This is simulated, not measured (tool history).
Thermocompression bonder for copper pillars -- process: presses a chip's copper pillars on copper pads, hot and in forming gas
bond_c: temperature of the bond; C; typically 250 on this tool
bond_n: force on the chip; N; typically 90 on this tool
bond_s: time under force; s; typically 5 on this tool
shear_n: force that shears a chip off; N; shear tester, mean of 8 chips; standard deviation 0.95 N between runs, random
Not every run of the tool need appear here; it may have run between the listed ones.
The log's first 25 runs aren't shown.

run	day	bond_c	bond_n	bond_s	hours of work since the heater was calibrated	hours of work since the force cell was calibrated	hours of work since the gas filter was changed	shear_n
26	17.6	221	126	3	879	507	246	66.8
27	18.158	241	90	15	885	513	252	92.7
28	18.612	280	124	8	890	518	257	108.2
29	19.379	250	90	5	898	526	265	81
30	20.183	236	83	9	907	535	274	77.3
31	20.933	264	116	4	915	543	282	99.4
32	21.867	264	116	4	925	553	292	98.2
33	22.812	231	90	4	935	563	302	59.5
34	23.308	250	90	4	940	568	307	75.2
35	23.858	250	90	4	946	574	313	77.2
# day 23.992: forming gas filter changed
36	24.683	227	86	6	955	583	7	63.3
37	25.312	249	98	6	961	589	14	87.8
38	26.162	255	90	4	970	598	23	79.3
39	26.908	266	96	3	978	606	31	85.7

Each row is a separate what-if for the run after 39, all from the same tool condition, not one after another. Results?
A	27.371	233	100	3	983	611	36	?
B	27.371	272	90	5	983	611	36	?
C	27.371	222	91	3	983	611	36	?
D	27.371	221	124	10	983	611	36	?

run	shear_n
A	62.6
B	94
C	48.3
D	88.9
Without the tool's hidden state the same runs would have given:
run	shear_n
A	62.5
B	94
C	48.2
D	88.9
